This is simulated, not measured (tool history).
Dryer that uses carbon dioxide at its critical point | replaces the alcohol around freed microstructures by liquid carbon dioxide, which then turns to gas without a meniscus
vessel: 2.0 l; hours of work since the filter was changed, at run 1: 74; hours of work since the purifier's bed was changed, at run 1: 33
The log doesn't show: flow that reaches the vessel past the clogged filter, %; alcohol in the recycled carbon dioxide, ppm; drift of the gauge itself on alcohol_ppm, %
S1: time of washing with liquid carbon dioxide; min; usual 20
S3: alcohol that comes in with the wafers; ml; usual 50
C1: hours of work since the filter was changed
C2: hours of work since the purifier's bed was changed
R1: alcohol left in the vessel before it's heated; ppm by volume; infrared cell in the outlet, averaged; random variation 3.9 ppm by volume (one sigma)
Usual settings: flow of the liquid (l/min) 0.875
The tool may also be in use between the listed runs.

run 1 day=0 | S1=20 flow_of_the_liquid_(l/min)=0.875 S3=50 | C1=74 C2=33 | R1=55
run 2 day=1.496 | S1=20 flow_of_the_liquid_(l/min)=0.875 S3=50 | C1=101 C2=61 | R1=62
run 3 day=3.117 | S1=20 flow_of_the_liquid_(l/min)=0.875 S3=24 | C1=131 C2=90 | R1=34
run 4 day=4.112 | S1=20 flow_of_the_liquid_(l/min)=0.875 S3=24 | C1=149 C2=109 | R1=40
run 5 day=5.221 | S1=20 flow_of_the_liquid_(l/min)=0.875 S3=24 | C1=169 C2=129 | R1=31
run 6 day=7.121 | S1=20 flow_of_the_liquid_(l/min)=0.875 S3=50 | C1=204 C2=164 | R1=77
-- day=8.067 inlet filter changed
run 7 day=8.346 | S1=32 flow_of_the_liquid_(l/min)=0.875 S3=50 | C1=5 C2=185 | R1=6
run 8 day=9.875 | S1=20 flow_of_the_liquid_(l/min)=0.875 S3=28 | C1=33 C2=214 | R1=31
run 9 day=11.404 | S1=20 flow_of_the_liquid_(l/min)=0.875 S3=50 | C1=61 C2=242 | R1=45
run 10 day=13.275 | S1=20 flow_of_the_liquid_(l/min)=0.875 S3=50 | C1=96 C2=276 | R1=56
run 11 day=14.071 | S1=20 flow_of_the_liquid_(l/min)=0.875 S3=50 | C1=110 C2=291 | R1=55
run 12 day=15.258 | S1=16 flow_of_the_liquid_(l/min)=0.875 S3=50 | C1=132 C2=312 | R1=180
run 13 day=16.558 | S1=20 flow_of_the_liquid_(l/min)=0.875 S3=27 | C1=156 C2=336 | R1=41
run 14 day=17.65 | S1=20 flow_of_the_liquid_(l/min)=0.875 S3=27 | C1=176 C2=356 | R1=48
run 15 day=18.517 | S1=20 flow_of_the_liquid_(l/min)=0.875 S3=27 | C1=192 C2=372 | R1=41
run 16 day=19.6 | S1=20 flow_of_the_liquid_(l/min)=0.875 S3=27 | C1=212 C2=392 | R1=52
-- day=20.142 inlet filter changed
run 17 day=21.471 | S1=20 flow_of_the_liquid_(l/min)=0.875 S3=27 | C1=24 C2=426 | R1=44
run 18 day=22.838 | S1=20 flow_of_the_liquid_(l/min)=0.648 S3=50 | C1=49 C2=451 | R1=249
run 19 day=24.75 | S1=20 flow_of_the_liquid_(l/min)=0.875 S3=50 | C1=85 C2=486 | R1=62
run 20 day=26.625 | S1=20 flow_of_the_liquid_(l/min)=0.588 S3=21 | C1=119 C2=520 | R1=199
run 21 day=28.479 | S1=20 flow_of_the_liquid_(l/min)=1.32 S3=50 | C1=153 C2=554 | R1=25
run 22 day=30.029 | S1=14 flow_of_the_liquid_(l/min)=1.193 S3=112 | C1=181 C2=583 | R1=168
run 23 day=31.883 | S1=14 flow_of_the_liquid_(l/min)=1.193 S3=112 | C1=215 C2=617 | R1=195
-- day=32.3 inlet filter changed
run 24 day=33.575 | S1=16 flow_of_the_liquid_(l/min)=0.53 S3=50 | C1=23 C2=647 | R1=1200
run 25 day=34.954 | S1=32 flow_of_the_liquid_(l/min)=0.743 S3=25 | C1=49 C2=672 | R1=22
run 26 day=35.821 | S1=27 flow_of_the_liquid_(l/min)=0.875 S3=25 | C1=65 C2=688 | R1=32
run 27 day=37.1 | S1=20 flow_of_the_liquid_(l/min)=1.114 S3=98 | C1=88 C2=712 | R1=39
run 28 day=38.483 | S1=20 flow_of_the_liquid_(l/min)=1.114 S3=98 | C1=114 C2=737 | R1=46
run 29 day=40.162 | S1=17 flow_of_the_liquid_(l/min)=1.466 S3=36 | C1=144 C2=768 | R1=31
run 30 day=41.396 | S1=20 flow_of_the_liquid_(l/min)=0.723 S3=95 | C1=167 C2=790 | R1=346
run 31 day=42.958 | S1=20 flow_of_the_liquid_(l/min)=0.723 S3=95 | C1=196 C2=819 | R1=365
run 32 day=44.308 | S1=20 flow_of_the_liquid_(l/min)=0.723 S3=95 | C1=220 C2=844 | R1=382
-- day=44.521 inlet filter changed
run 33 day=45.217 | S1=20 flow_of_the_liquid_(l/min)=0.723 S3=95 | C1=13 C2=860 | R1=266
run 34 day=46.138 | S1=20 flow_of_the_liquid_(l/min)=0.723 S3=95 | C1=30 C2=877 | R1=263
run 35 day=47.771 | S1=13 flow_of_the_liquid_(l/min)=0.648 S3=91 | C1=60 C2=907 | R1=2197
run 36 day=48.675 | S1=13 flow_of_the_liquid_(l/min)=0.648 S3=91 | C1=76 C2=923 | R1=2290
run 37 day=49.967 | S1=20 flow_of_the_liquid_(l/min)=1.182 S3=40 | C1=100 C2=947 | R1=41

Forecast each of these 3 alternatives for the next run:
run A day=51.412 | S1=20 flow_of_the_liquid_(l/min)=1.182 S3=75 | C1=126 C2=974 | R1=?
run B day=51.412 | S1=21 flow_of_the_liquid_(l/min)=0.875 S3=21 | C1=126 C2=974 | R1=?
run C day=51.412 | S1=16 flow_of_the_liquid_(l/min)=1.182 S3=40 | C1=126 C2=974 | R1=?

run=A R1=38
run=B R1=56
run=C R1=56
Without the tool's hidden state the same runs would have given:
run=A R1=6
run=B R1=21
run=C R1=19
